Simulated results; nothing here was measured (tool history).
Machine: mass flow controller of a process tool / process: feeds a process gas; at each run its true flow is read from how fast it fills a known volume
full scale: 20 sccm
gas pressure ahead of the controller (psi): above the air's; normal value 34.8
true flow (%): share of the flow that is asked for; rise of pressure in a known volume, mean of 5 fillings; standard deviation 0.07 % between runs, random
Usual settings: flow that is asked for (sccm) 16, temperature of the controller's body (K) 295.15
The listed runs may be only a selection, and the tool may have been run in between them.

| run | day | flow that is asked for (sccm) | gas pressure ahead of the controller (psi) | temperature of the controller's body (K) | true flow (%) |
|---|---|---|---|---|---|
| 1 | 0 | 16 | 34.8 | 295.15 | 97.11 |
| 2 | 10.217 | 3 | 34.8 | 295.15 | 89.41 |
| 3 | 17.533 | 3 | 34.8 | 295.15 | 89.23 |
| 4 | 28.662 | 3 | 34.8 | 295.15 | 89.08 |
| 5 | 34.367 | 16 | 34.8 | 295.15 | 97.08 |
| 6 | 44.338 | 16 | 34.8 | 295.15 | 96.94 |
| 7 | 55.058 | 16 | 34.8 | 295.15 | 96.92 |
| 8 | 65.192 | 16 | 34.8 | 295.15 | 96.64 |
| 9 | 76.596 | 16 | 34.8 | 295.15 | 96.6 |
| 10 | 82.267 | 16 | 34.8 | 295.15 | 96.52 |

Predict the results of run 11:
| 11 | 93.683 | 16 | 27 | 306.15 | ? |

{"run 11": {"true flow (%)": 96.09}}
Take away the tool's hidden state, keep the run-to-run variation as it was, and the same run would have given true flow (%) 98.81.
